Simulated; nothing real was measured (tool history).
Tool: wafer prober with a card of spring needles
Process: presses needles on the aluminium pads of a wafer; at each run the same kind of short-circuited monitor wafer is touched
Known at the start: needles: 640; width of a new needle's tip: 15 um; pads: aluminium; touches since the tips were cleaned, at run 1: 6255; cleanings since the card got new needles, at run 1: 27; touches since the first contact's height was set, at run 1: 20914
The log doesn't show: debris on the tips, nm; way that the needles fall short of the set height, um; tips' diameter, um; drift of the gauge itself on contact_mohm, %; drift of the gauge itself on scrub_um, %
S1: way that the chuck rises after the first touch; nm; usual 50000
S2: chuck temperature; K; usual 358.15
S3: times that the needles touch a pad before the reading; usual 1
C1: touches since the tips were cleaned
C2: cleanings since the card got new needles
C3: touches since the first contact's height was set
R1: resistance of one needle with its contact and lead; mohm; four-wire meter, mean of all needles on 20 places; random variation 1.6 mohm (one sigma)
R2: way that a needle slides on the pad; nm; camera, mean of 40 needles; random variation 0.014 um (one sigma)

run 1 day=0 | S1=50000 S2=358.15 S3=1 | C1=6255 C2=27 C3=20914 | R1=163 R2=7060
-- day=0.154 tips cleaned on abrasive film
-- day=0.812 tips cleaned on abrasive film
run 2 day=1.233 | S1=50000 S2=358.15 S3=1 | C1=5154 C2=29 C3=35863 | R1=161 R2=7030
-- day=1.533 tips cleaned on abrasive film
-- day=2.154 tips cleaned on abrasive film
run 3 day=2.154 | S1=50000 S2=358.15 S3=1 | C1=0 C2=31 C3=46966 | R1=162 R2=7020
-- day=2.871 tips cleaned on abrasive film
run 4 day=2.942 | S1=50000 S2=358.15 S3=1 | C1=835 C2=32 C3=56537 | R1=164 R2=7030
-- day=3.562 tips cleaned on abrasive film
-- day=4.262 tips cleaned on abrasive film
run 5 day=4.262 | S1=50000 S2=358.15 S3=1 | C1=0 C2=34 C3=72559 | R1=162 R2=7030
-- day=4.892 tips cleaned on abrasive film
-- day=5.608 tips cleaned on abrasive film
run 6 day=5.962 | S1=50000 S2=358.15 S3=1 | C1=4313 C2=36 C3=93177 | R1=165 R2=7020
-- day=6.321 tips cleaned on abrasive film
run 7 day=6.804 | S1=50000 S2=358.15 S3=1 | C1=5899 C2=37 C3=103403 | R1=161 R2=7010
-- day=6.958 tips cleaned on abrasive film
-- day=7.2 height of the first contact set anew
-- day=7.692 tips cleaned on abrasive film
run 8 day=7.838 | S1=50000 S2=358.15 S3=1 | C1=1753 C2=39 C3=7735 | R1=163 R2=7010
-- day=8.438 tips cleaned on abrasive film
run 9 day=8.9 | S1=50000 S2=389.15 S3=1 | C1=5639 C2=40 C3=20657 | R1=167 R2=6980
-- day=9.054 tips cleaned on abrasive film
-- day=9.704 tips cleaned on abrasive film
run 10 day=9.704 | S1=50000 S2=389.15 S3=1 | C1=0 C2=42 C3=30376 | R1=166 R2=7010
-- day=10.379 tips cleaned on abrasive film
-- day=11.046 tips cleaned on abrasive film
run 11 day=11.517 | S1=50000 S2=389.15 S3=1 | C1=5783 C2=44 C3=52391 | R1=167 R2=7020
-- day=11.671 tips cleaned on abrasive film
-- day=12.425 tips cleaned on abrasive film
run 12 day=12.642 | S1=50000 S2=358.15 S3=1 | C1=2653 C2=46 C3=66011 | R1=163 R2=7010
-- day=13.146 tips cleaned on abrasive film
run 13 day=13.596 | S1=50000 S2=358.15 S3=1 | C1=5484 C2=47 C3=77568 | R1=162 R2=7000
-- day=13.854 tips cleaned on abrasive film
-- day=14.496 tips cleaned on abrasive film
run 14 day=14.758 | S1=50000 S2=358.15 S3=1 | C1=3209 C2=49 C3=91684 | R1=163 R2=6950
-- day=15.129 tips cleaned on abrasive film
run 15 day=15.7 | S1=50000 S2=358.15 S3=1 | C1=7009 C2=50 C3=103118 | R1=163 R2=7000
-- day=15.792 tips cleaned on abrasive film
-- day=16.171 height of the first contact set anew
-- day=16.475 tips cleaned on abrasive film
run 16 day=16.988 | S1=50000 S2=355.15 S3=1 | C1=6263 C2=52 C3=9928 | R1=162 R2=6980
-- day=17.142 tips cleaned on abrasive film
-- day=17.879 tips cleaned on abrasive film
run 17 day=18.296 | S1=50000 S2=344.15 S3=1 | C1=5085 C2=54 C3=25796 | R1=159 R2=6990
-- day=18.571 tips cleaned on abrasive film
-- day=19.275 tips cleaned on abrasive film
-- day=19.883 tips cleaned on abrasive film
run 18 day=19.954 | S1=50000 S2=344.15 S3=1 | C1=852 C2=57 C3=45833 | R1=160 R2=7010
-- day=20.612 tips cleaned on abrasive film
-- day=21.262 tips cleaned on abrasive film
run 19 day=21.354 | S1=50000 S2=344.15 S3=1 | C1=1119 C2=59 C3=62844 | R1=159 R2=6970
-- day=22.008 tips cleaned on abrasive film
-- day=22.654 tips cleaned on abrasive film
run 20 day=22.658 | S1=50000 S2=344.15 S3=3 | C1=42 C2=61 C3=78645 | R1=161 R2=6960
-- day=23.308 tips cleaned on abrasive film
run 21 day=23.633 | S1=65000 S2=333.15 S3=2 | C1=3981 C2=62 C3=90501 | R1=152 R2=9080
-- day=24 tips cleaned on abrasive film
-- day=24.608 tips cleaned on abrasive film
-- day=25.15 height of the first contact set anew
-- day=25.25 tips cleaned on abrasive film
run 22 day=25.296 | S1=67000 S2=302.15 S3=2 | C1=529 C2=65 C3=1699 | R1=148 R2=9340
-- day=25.929 tips cleaned on abrasive film
-- day=26.621 tips cleaned on abrasive film
run 23 day=27.017 | S1=67000 S2=302.15 S3=2 | C1=4819 C2=67 C3=22586 | R1=145 R2=9300
-- day=27.279 tips cleaned on abrasive film
-- day=27.896 tips cleaned on abrasive film
run 24 day=27.896 | S1=45000 S2=298.15 S3=2 | C1=0 C2=69 C3=33208 | R1=152 R2=6270
-- day=28.571 tips cleaned on abrasive film
run 25 day=28.85 | S1=50000 S2=299.15 S3=2 | C1=3408 C2=70 C3=44805 | R1=150 R2=6960
-- day=29.267 tips cleaned on abrasive film
run 26 day=29.762 | S1=33000 S2=311.15 S3=3 | C1=6059 C2=71 C3=55888 | R1=164 R2=4580
-- day=29.95 tips cleaned on abrasive film
-- day=30.675 tips cleaned on abrasive film
run 27 day=30.988 | S1=33000 S2=311.15 S3=3 | C1=3829 C2=73 C3=70724 | R1=163 R2=4600
-- day=31.396 tips cleaned on abrasive film
-- day=32.029 tips cleaned on abrasive film
run 28 day=32.533 | S1=46000 S2=323.15 S3=1 | C1=6190 C2=75 C3=89505 | R1=157 R2=6400
-- day=32.775 tips cleaned on abrasive film
-- day=33.462 tips cleaned on abrasive film
-- day=34.075 height of the first contact set anew
-- day=34.129 tips cleaned on abrasive film
run 29 day=34.129 | S1=69000 S2=322.15 S3=1 | C1=0 C2=78 C3=621 | R1=152 R2=9610

3 ways to go on from here, each from the tool as it stands after run 29. What would each give?
-- day=34.804 tips cleaned on abrasive film
run A day=35.208 | S1=69000 S2=322.15 S3=1 | C1=4916 C2=79 C3=13724 | R1=? R2=?
-- day=34.804 tips cleaned on abrasive film
run B day=35.208 | S1=64000 S2=322.15 S3=1 | C1=4916 C2=79 C3=13724 | R1=? R2=?
-- day=34.804 tips cleaned on abrasive film
run C day=35.208 | S1=40000 S2=358.15 S3=1 | C1=4916 C2=79 C3=13724 | R1=? R2=?

run=A R1=151 R2=9570
run=B R1=154 R2=8860
run=C R1=168 R2=5540
Without the tool's hidden state the same runs would have given:
run=A R1=150 R2=9710
run=B R1=153 R2=8990
run=C R1=167 R2=5620
